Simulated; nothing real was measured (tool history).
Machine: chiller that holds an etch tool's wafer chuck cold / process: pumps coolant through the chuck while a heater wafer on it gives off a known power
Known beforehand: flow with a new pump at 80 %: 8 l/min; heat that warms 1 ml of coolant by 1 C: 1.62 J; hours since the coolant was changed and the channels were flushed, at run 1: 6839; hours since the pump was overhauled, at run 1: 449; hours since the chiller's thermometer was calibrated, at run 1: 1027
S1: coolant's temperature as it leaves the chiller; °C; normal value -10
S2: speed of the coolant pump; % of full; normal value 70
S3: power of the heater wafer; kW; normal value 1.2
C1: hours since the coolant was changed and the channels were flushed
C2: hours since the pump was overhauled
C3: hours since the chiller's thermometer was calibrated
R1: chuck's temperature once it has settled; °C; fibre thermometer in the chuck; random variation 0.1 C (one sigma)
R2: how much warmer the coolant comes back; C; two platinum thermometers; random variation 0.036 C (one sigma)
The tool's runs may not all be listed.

| run | hour | S1 | S2 | S3 | C1 | C2 | C3 | R1 | R2 |
|---|---|---|---|---|---|---|---|---|---|
| 1 | 0 | -10 | 70 | 1.2 | 6839 | 449 | 1027 | 8.7 | 6.45 |
| 2 | 31.7 | -10 | 70 | 1.2 | 6871 | 481 | 1059 | 8.4 | 6.48 |
| 3 | 49.8 | -6 | 70 | 1.2 | 6889 | 499 | 1077 | 12.4 | 6.45 |
| 4 | 80.7 | -10 | 99 | 1.2 | 6920 | 530 | 1108 | 3.8 | 4.41 |
| 5 | 100 | -10 | 99 | 1.2 | 6939 | 549 | 1127 | 3.6 | 4.42 |
| 6 | 131 | -10 | 99 | 1.2 | 6970 | 580 | 1158 | 3.8 | 4.42 |
| 7 | 160.3 | -10 | 70 | 1.396 | 6999 | 610 | 1187 | 11.6 | 7.54 |
| 8 | 180 | -10 | 70 | 1.396 | 7019 | 629 | 1207 | 11.4 | 7.55 |
| 9 | 198 | -10 | 70 | 1.396 | 7037 | 647 | 1225 | 11.5 | 7.48 |
| 10 | 223.9 | -10 | 70 | 1.396 | 7063 | 673 | 1251 | 11.6 | 7.54 |
| 11 | 250.7 | -10 | 70 | 1.396 | 7090 | 700 | 1278 | 11.7 | 7.52 |
| 12 | 275.1 | -10 | 70 | 1.396 | 7114 | 724 | 1302 | 11.8 | 7.51 |
| 13 | 294.2 | -8 | 66 | 1.368 | 7133 | 744 | 1321 | 14.2 | 7.85 |
| 14 | 307.7 | -8 | 66 | 1.368 | 7147 | 757 | 1335 | 14.2 | 7.84 |
| 15 | 322.3 | -19 | 66 | 1.368 | 7161 | 772 | 1349 | 3.2 | 7.92 |
|  | 329.7 | coolant pump overhauled |
| 16 | 352.8 | -19 | 66 | 1.368 | 7187 | 23 | 1375 | 3.4 | 7.96 |
| 17 | 380.9 | -19 | 66 | 1.368 | 7215 | 51 | 1403 | 3.5 | 7.91 |
| 18 | 394.7 | -19 | 82 | 0.695 | 7229 | 65 | 1417 | -9.5 | 3.16 |
| 19 | 425.9 | -19 | 76 | 1.018 | 7260 | 96 | 1448 | -4.3 | 5.11 |

Expected results for the next run?
| 20 | 454.9 | -17 | 76 | 1.2 | 7289 | 125 | 1477 | ? | ? |

R1: 0.5 °C
R2: 5.95 C
Without the tool's hidden state the same run would have given R1 -0.9 °C, R2 5.84 C.
